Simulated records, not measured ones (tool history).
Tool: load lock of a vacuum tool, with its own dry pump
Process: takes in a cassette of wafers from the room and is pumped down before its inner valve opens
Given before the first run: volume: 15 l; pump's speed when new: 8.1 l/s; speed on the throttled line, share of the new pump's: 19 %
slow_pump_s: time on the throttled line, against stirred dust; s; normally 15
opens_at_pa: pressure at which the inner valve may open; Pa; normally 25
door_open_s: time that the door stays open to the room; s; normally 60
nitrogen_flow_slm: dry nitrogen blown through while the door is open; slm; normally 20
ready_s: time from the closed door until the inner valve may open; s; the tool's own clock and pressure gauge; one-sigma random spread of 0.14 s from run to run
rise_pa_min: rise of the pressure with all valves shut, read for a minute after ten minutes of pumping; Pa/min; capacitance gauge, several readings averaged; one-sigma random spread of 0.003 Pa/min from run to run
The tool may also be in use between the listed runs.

run      day  slow_pump_s  opens_at_pa  door_open_s  nitrogen_flow_slm  incoming humidity of the room's air, %  ready_s  rise_pa_min
  1    0.000           15           25           60                 20                                    45.7     29.8        0.186
  2   14.217           15           25           60                 20                                    46.6     30.0        0.195
      21.442  -- dry pump taken out, an overhauled one fitted
  3   27.417           15           25           60                 20                                    46.3     27.6        0.196
  4   39.429           15           25           60                 20                                    44.0     27.4        0.194
  5   54.571           15           25           60                 20                                    44.2     27.6        0.202
  6   80.383           15           25           60                 20                                    45.7     27.6        0.210
  7  103.858           15           25           60                 20                                    48.5     27.8        0.224
  8  120.458           15           25           91                 20                                    42.2     27.7        0.229
  9  132.321           15           25           60                 20                                    48.0     27.8        0.230
 10  148.042           15           25           60                 20                                    44.8     27.9        0.226
 11  167.442           15           25           60                 20                                    45.2     28.0        0.239
 12  181.421           15           25           60                 20                                    46.7     28.1        0.241
 13  195.312           15           21           60                 20                                    49.8     28.5        0.245
 14  219.788           15           25           60                 20                                    39.6     28.2        0.256
 15  243.004           15           25           60                 20                                    44.2     28.3        0.270
 16  265.067           15           25           60                 20                                    47.1     28.2        0.273
 17  290.008           15           25           60                 20                                    46.2     27.9        0.272
 18  303.896           15           25           60                 20                                    43.6     28.6        0.283
 19  328.242           15           25           60                 20                                    41.6     28.4        0.290
 20  353.262           15           25           30                  7                                    41.9     28.6        0.306
 21  375.117           20           25           30                 16                                    47.1     32.7        0.304
 22  386.446           20           25           30                 16                                    45.6     32.5        0.308
 23  398.733           20           25           30                  9                                    50.1     32.7        0.328
 24  414.338           15           25          135                  9                                    46.6     28.9        0.404
 25  426.946           15           25          135                 42                                    44.7     29.2        0.332
 26  442.412           15           25          135                 42                                    42.5     28.7        0.336
 27  459.558           25           31          175                 31                                    48.1     36.6        0.366
 28  480.675           25           31          175                 31                                    49.0     36.5        0.377
 29  502.338           24           25          192                 20                                    44.7     36.4        0.407
 30  517.000           24           25          192                 20                                    48.3     36.5        0.422
 31  539.983           24           25          192                 20                                    49.1     36.4        0.440
     550.633  -- dry pump taken out, an overhauled one fitted
 32  558.604           12           22          159                 43                                    45.2     25.2        0.390
 33  569.071           12           30          159                 41                                    41.4     24.7        0.406
 34  594.250           12           30          106                 41                                    43.8     25.1        0.411
 35  615.212           12           30          106                 41                                    45.6     25.0        0.411
     626.362  -- door's seal changed, seat wiped
 36  635.192           12           30           27                 41                                    42.9     25.1        0.015
 37  654.817           26           40          132                  5                                    45.6     35.6        0.133

Consider 4 possible next runs. They are alternatives, not a sequence: every one starts from the tool as it was left by run 37. What does each give?
  A  670.088           26           40          127                  5                                    44.3        ?            ?
  B  670.088           12           46           30                 20                                    40.1        ?            ?
  C  670.088           15           29           60                  5                                    46.3        ?            ?
  D  670.088           30           25           33                 38                                    45.8        ?            ?

run  ready_s  rise_pa_min
  A     35.9        0.124
  B     24.3        0.034
  C     27.8        0.086
  D     40.0        0.026
What these runs would have given with no unlogged condition in the tool:
run  ready_s  rise_pa_min
  A     35.6        0.122
  B     24.0        0.033
  C     27.4        0.085
  D     39.7        0.024

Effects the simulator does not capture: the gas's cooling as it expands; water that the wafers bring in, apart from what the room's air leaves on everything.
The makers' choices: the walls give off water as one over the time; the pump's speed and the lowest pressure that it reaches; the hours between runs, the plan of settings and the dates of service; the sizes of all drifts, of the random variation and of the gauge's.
